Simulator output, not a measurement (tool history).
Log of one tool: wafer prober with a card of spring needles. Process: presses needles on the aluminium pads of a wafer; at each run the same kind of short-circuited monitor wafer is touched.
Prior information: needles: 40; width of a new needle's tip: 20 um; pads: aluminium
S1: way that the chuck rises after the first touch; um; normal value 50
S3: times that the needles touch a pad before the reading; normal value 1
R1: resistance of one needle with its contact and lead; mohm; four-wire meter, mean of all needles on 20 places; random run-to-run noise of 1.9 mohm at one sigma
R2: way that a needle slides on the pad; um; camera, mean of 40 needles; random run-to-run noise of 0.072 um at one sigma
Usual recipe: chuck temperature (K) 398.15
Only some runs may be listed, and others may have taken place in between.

Run 1, hour 0.0: usual settings. Result: R1 279 mohm, R2 10.52 um.
At hour 8.4: tips cleaned on abrasive film.
At hour 19.5: tips cleaned on abrasive film.
At hour 30.6: tips cleaned on abrasive film.
At hour 39.2: height of the first contact set anew.
At hour 44.8: tips cleaned on abrasive film.
At hour 58.7: tips cleaned on abrasive film.
At hour 72.6: tips cleaned on abrasive film.
At hour 86.5: tips cleaned on abrasive film.
Run 2, hour 89.8: usual settings but chuck temperature (K) 312.15. Result: R1 256 mohm, R2 10.88 um.
At hour 98.2: tips cleaned on abrasive film.
At hour 112.1: tips cleaned on abrasive film.
At hour 126.0: tips cleaned on abrasive film.
Run 3, hour 132.5: usual settings but chuck temperature (K) 312.15. Result: R1 282 mohm, R2 10.89 um.
At hour 138.2: tips cleaned on abrasive film.
At hour 149.3: tips cleaned on abrasive film.
At hour 163.2: tips cleaned on abrasive film.
Run 4, hour 170.7: usual settings but chuck temperature (K) 312.15. Result: R1 282 mohm, R2 10.66 um.
At hour 176.3: tips cleaned on abrasive film.
At hour 187.4: tips cleaned on abrasive film.
At hour 198.6: tips cleaned on abrasive film.
At hour 209.7: tips cleaned on abrasive film.
At hour 223.6: tips cleaned on abrasive film.
At hour 234.7: tips cleaned on abrasive film.
Run 5, hour 242.5: usual settings but chuck temperature (K) 312.15. Result: R1 283 mohm, R2 10.62 um.
At hour 248.1: tips cleaned on abrasive film.
At hour 262.0: tips cleaned on abrasive film.
At hour 275.9: tips cleaned on abrasive film.
At hour 289.8: tips cleaned on abrasive film.
Run 6, hour 294.0: usual settings but chuck temperature (K) 312.15. Result: R1 272 mohm, R2 10.47 um.
At hour 302.4: tips cleaned on abrasive film.
At hour 313.5: tips cleaned on abrasive film.
At hour 327.4: tips cleaned on abrasive film.
At hour 341.3: tips cleaned on abrasive film.
At hour 355.2: tips cleaned on abrasive film.
Run 7, hour 360.5: usual settings but chuck temperature (K) 312.15. Result: R1 276 mohm, R2 10.46 um.
At hour 368.8: tips cleaned on abrasive film.
At hour 380.0: tips cleaned on abrasive film.
At hour 383.0: height of the first contact set anew.
At hour 394.2: tips cleaned on abrasive film.
At hour 408.1: tips cleaned on abrasive film.
At hour 419.2: tips cleaned on abrasive film.
Run 8, hour 420.4: usual settings. Result: R1 242 mohm, R2 10.85 um.
At hour 431.5: tips cleaned on abrasive film.
At hour 445.4: tips cleaned on abrasive film.
At hour 456.6: tips cleaned on abrasive film.
At hour 470.5: tips cleaned on abrasive film.
Run 9, hour 472.6: usual settings. Result: R1 272 mohm, R2 10.70 um.
At hour 483.8: tips cleaned on abrasive film.
At hour 494.9: tips cleaned on abrasive film.
At hour 508.8: tips cleaned on abrasive film.
Run 10, hour 513.4: usual settings. Result: R1 285 mohm, R2 10.91 um.
At hour 521.8: tips cleaned on abrasive film.
At hour 535.7: tips cleaned on abrasive film.
At hour 546.8: tips cleaned on abrasive film.
At hour 557.9: tips cleaned on abrasive film.
At hour 569.1: tips cleaned on abrasive film.
At hour 583.0: tips cleaned on abrasive film.
Run 11, hour 587.8: usual settings but S1 48 um. Result: R1 299 mohm, R2 10.23 um.
At hour 596.1: tips cleaned on abrasive film.
At hour 610.0: tips cleaned on abrasive film.
At hour 621.2: tips cleaned on abrasive film.
At hour 632.3: tips cleaned on abrasive film.
At hour 646.2: tips cleaned on abrasive film.
At hour 660.1: tips cleaned on abrasive film.
Run 12, hour 665.7: usual settings but S1 48 um. Result: R1 302 mohm, R2 10.08 um.
At hour 671.3: tips cleaned on abrasive film.
At hour 682.4: tips cleaned on abrasive film.
At hour 696.3: tips cleaned on abrasive film.
At hour 710.2: tips cleaned on abrasive film.
At hour 724.1: tips cleaned on abrasive film.
At hour 727.2: height of the first contact set anew.
At hour 738.3: tips cleaned on abrasive film.
At hour 750.6: tips cleaned on abrasive film.
Run 13, hour 750.6: usual settings but S1 63 um, S3 2. Result: R1 206 mohm, R2 13.77 um.
At hour 764.5: tips cleaned on abrasive film.
At hour 775.6: tips cleaned on abrasive film.
At hour 789.5: tips cleaned on abrasive film.
At hour 803.4: tips cleaned on abrasive film.
At hour 817.3: tips cleaned on abrasive film.
At hour 831.2: tips cleaned on abrasive film.
Run 14, hour 836.7: usual settings but S1 58 um, S3 2. Result: R1 245 mohm, R2 12.61 um.
At hour 845.1: tips cleaned on abrasive film.
At hour 859.0: tips cleaned on abrasive film.
At hour 872.9: tips cleaned on abrasive film.
Run 15, hour 883.5: usual settings but chuck temperature (K) 325.15. Result: R1 301 mohm, R2 10.70 um.
At hour 886.3: tips cleaned on abrasive film.
At hour 900.2: tips cleaned on abrasive film.
At hour 914.1: tips cleaned on abrasive film.
At hour 925.3: tips cleaned on abrasive film.
At hour 939.2: tips cleaned on abrasive film.
At hour 950.3: tips cleaned on abrasive film.
At hour 964.2: tips cleaned on abrasive film.
Run 16, hour 965.5: usual settings but S1 64 um, chuck temperature (K) 308.15, S3 2. Result: R1 200 mohm, R2 13.65 um.
At hour 976.6: tips cleaned on abrasive film.
At hour 990.5: tips cleaned on abrasive film.
At hour 1004.4: tips cleaned on abrasive film.
At hour 1015.5: tips cleaned on abrasive film.
At hour 1026.7: tips cleaned on abrasive film.
Run 17, hour 1028.7: usual settings but S1 64 um, chuck temperature (K) 308.15, S3 2. Result: R1 205 mohm, R2 13.51 um.
At hour 1039.8: tips cleaned on abrasive film.
At hour 1051.0: tips cleaned on abrasive film.
At hour 1064.9: tips cleaned on abrasive film.
At hour 1070.7: height of the first contact set anew.
At hour 1076.3: tips cleaned on abrasive film.
At hour 1090.2: tips cleaned on abrasive film.
At hour 1104.1: tips cleaned on abrasive film.
Run 18, hour 1104.5: usual settings but S1 53 um. Result: R1 226 mohm, R2 11.26 um.
At hour 1115.6: tips cleaned on abrasive film.
At hour 1129.5: tips cleaned on abrasive film.
At hour 1143.4: tips cleaned on abrasive film.
At hour 1157.3: tips cleaned on abrasive film.
Run 19, hour 1157.5: usual settings but S1 37 um, S3 2. Result: R1 245 mohm, R2 8.09 um.
At hour 1168.6: tips cleaned on abrasive film.
At hour 1179.8: tips cleaned on abrasive film.
At hour 1193.6: tips cleaned on abrasive film.
At hour 1204.8: tips cleaned on abrasive film.
At hour 1215.9: tips cleaned on abrasive film.
At hour 1227.9: card fitted with new needles.
At hour 1241.8: tips cleaned on abrasive film.
Run 20, hour 1248.3: usual settings but chuck temperature (K) 324.15. Result: R1 263 mohm, R2 10.90 um.
At hour 1253.9: tips cleaned on abrasive film.
At hour 1265.0: tips cleaned on abrasive film.
At hour 1276.2: tips cleaned on abrasive film.
At hour 1290.1: tips cleaned on abrasive film.
At hour 1304.0: tips cleaned on abrasive film.
Run 21, hour 1307.7: usual settings but chuck temperature (K) 324.15. Result: R1 256 mohm, R2 10.67 um.
At hour 1316.1: tips cleaned on abrasive film.
At hour 1327.2: tips cleaned on abrasive film.
At hour 1338.3: tips cleaned on abrasive film.
At hour 1352.2: tips cleaned on abrasive film.
At hour 1363.4: tips cleaned on abrasive film.
At hour 1374.5: tips cleaned on abrasive film.
Run 22, hour 1383.8: usual settings but S1 51 um, chuck temperature (K) 324.15. Result: R1 274 mohm, R2 10.82 um.
At hour 1386.7: tips cleaned on abrasive film.
At hour 1397.8: tips cleaned on abrasive film.
At hour 1408.9: tips cleaned on abrasive film.
At hour 1422.8: tips cleaned on abrasive film.
At hour 1434.0: tips cleaned on abrasive film.
At hour 1447.9: tips cleaned on abrasive film.
At hour 1461.7: tips cleaned on abrasive film.
Run 23, hour 1465.9: usual settings but S1 51 um, chuck temperature (K) 324.15. Result: R1 247 mohm, R2 10.75 um.

How would selected steps in R1 from run to run divide? Give the signed amount a tool lacking its hidden state would still show from settings, what came in and random variation, and the signed amount left for the hidden state, including any gauge scatter that is not in both of the compared results.
Hidden conditions of the tool in this case: debris on the tips, nm; way that the needles fall short of the set height, um; tips' diameter, um; drift of the gauge itself on contact_mohm, %; drift of the gauge itself on scrub_um, %.
Run 12 -> 13: S1 48 -> 63, S3 1 -> 2, tips cleaned on abrasive film, tips cleaned on abrasive film, tips cleaned on abrasive film, tips cleaned on abrasive film, tips cleaned on abrasive film, height of the first contact set anew, tips cleaned on abrasive film, tips cleaned on abrasive film. R1 -96 mohm: hidden state -86, all else -10.
Run 15 -> 16: S1 50 -> 64, chuck temperature (K) 325.15 -> 308.15, S3 1 -> 2, tips cleaned on abrasive film, tips cleaned on abrasive film, tips cleaned on abrasive film, tips cleaned on abrasive film, tips cleaned on abrasive film, tips cleaned on abrasive film, tips cleaned on abrasive film. R1 -101 mohm: hidden state -92, all else -9.
